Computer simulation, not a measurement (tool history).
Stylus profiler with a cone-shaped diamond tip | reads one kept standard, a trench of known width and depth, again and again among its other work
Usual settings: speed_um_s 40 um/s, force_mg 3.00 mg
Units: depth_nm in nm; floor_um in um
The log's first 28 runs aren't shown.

| run | hour | speed_um_s | force_mg | scans with this tip | hours of work since the height scale was calibrated | depth_nm | floor_um |
|---|---|---|---|---|---|---|---|
| 29 | 489.6 | 11 | 2.75 | 1963 | 488 | 101.19 | 28.56 |
| 30 | 506.3 | 80 | 1.83 | 1998 | 497 | 100.89 | 28.04 |
| 31 | 516.5 | 45 | 4.79 | 2019 | 502 | 101.69 | 28.37 |
| 32 | 530.6 | 105 | 3.02 | 2049 | 509 | 101.24 | 28.00 |
| 33 | 540.3 | 21 | 1.20 | 2070 | 514 | 100.67 | 28.44 |
| 34 | 555.8 | 42 | 5.18 | 2102 | 523 | 101.77 | 28.41 |
| 35 | 570.2 | 42 | 5.18 | 2133 | 530 | 101.79 | 28.44 |
| 36 | 580.7 | 27 | 5.96 | 2155 | 536 | 101.95 | 28.51 |
| 37 | 591.0 | 40 | 5.38 | 2177 | 541 | 101.84 | 28.44 |
| 38 | 613.7 | 20 | 1.94 | 2224 | 553 | 100.95 | 28.49 |

Forecast each of these 3 alternatives for the next run:
| A | 629.2 | 20 | 7.84 | 2257 | 561 | ? | ? |
| B | 629.2 | 52 | 3.00 | 2257 | 561 | ? | ? |
| C | 629.2 | 153 | 1.94 | 2257 | 561 | ? | ? |

| run | depth_nm | floor_um |
|---|---|---|
| A | 102.31 | 28.52 |
| B | 101.25 | 28.27 |
| C | 100.93 | 27.58 |
Without the tool's hidden state the same runs would have given:
| run | depth_nm | floor_um |
|---|---|---|
| A | 102.31 | 28.52 |
| B | 101.25 | 28.27 |
| C | 100.93 | 27.58 |
